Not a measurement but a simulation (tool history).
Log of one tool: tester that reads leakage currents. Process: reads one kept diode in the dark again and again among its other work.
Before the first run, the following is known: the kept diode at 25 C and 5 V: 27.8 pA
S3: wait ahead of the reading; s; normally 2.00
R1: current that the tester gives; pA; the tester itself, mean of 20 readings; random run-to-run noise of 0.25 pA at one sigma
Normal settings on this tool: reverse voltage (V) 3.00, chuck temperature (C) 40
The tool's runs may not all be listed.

Run 1, day 0.000: usual settings. Result: R1 83.69 pA.
Run 2, day 5.850: usual settings but chuck temperature (C) 29. Result: R1 32.45 pA.
Run 3, day 11.562: usual settings but chuck temperature (C) 29. Result: R1 32.94 pA.
Run 4, day 22.958: usual settings but chuck temperature (C) 29. Result: R1 33.77 pA.
Run 5, day 31.621: usual settings but reverse voltage (V) 1.42. Result: R1 57.57 pA.
Run 6, day 41.492: usual settings but chuck temperature (C) 41. Result: R1 97.50 pA.
Run 7, day 51.488: usual settings but chuck temperature (C) 41. Result: R1 98.29 pA.
Run 8, day 56.562: usual settings but chuck temperature (C) 41. Result: R1 99.44 pA.
Run 9, day 67.438: usual settings. Result: R1 93.04 pA.
Run 10, day 77.550: usual settings. Result: R1 95.32 pA.
Run 11, day 82.250: usual settings. Result: R1 95.96 pA.
Run 12, day 87.650: usual settings but chuck temperature (C) 46, S3 0.32 s. Result: R1 157.10 pA.
At day 88.283: chuck's temperature calibrated.
Run 13, day 96.571: usual settings but chuck temperature (C) 34, S3 0.32 s. Result: R1 63.94 pA.
Run 14, day 102.062: usual settings but reverse voltage (V) 3.94, S3 0.37 s. Result: R1 121.55 pA.
Run 15, day 111.108: usual settings but reverse voltage (V) 4.39, S3 8.47 s. Result: R1 130.44 pA.
Run 16, day 117.308: usual settings but chuck temperature (C) 33. Result: R1 60.30 pA.
At day 123.538: probe card cleaned and baked.
Run 17, day 127.783: usual settings but reverse voltage (V) 5.49, chuck temperature (C) 26, S3 2.77 s. Result: R1 42.27 pA.
Run 18, day 137.171: usual settings but reverse voltage (V) 4.15, chuck temperature (C) 29, S3 2.77 s. Result: R1 48.24 pA.

Run 19 is up next; what results do you expect?
At day 138.746: chuck's temperature calibrated, once more.
Run 19, day 144.817: usual settings but reverse voltage (V) 4.15, chuck temperature (C) 29, S3 2.77 s. Result: R1 ?.

R1: 37.89 pA
The same run, on a tool lacking any hidden state, would have yielded R1 36.53 pA.

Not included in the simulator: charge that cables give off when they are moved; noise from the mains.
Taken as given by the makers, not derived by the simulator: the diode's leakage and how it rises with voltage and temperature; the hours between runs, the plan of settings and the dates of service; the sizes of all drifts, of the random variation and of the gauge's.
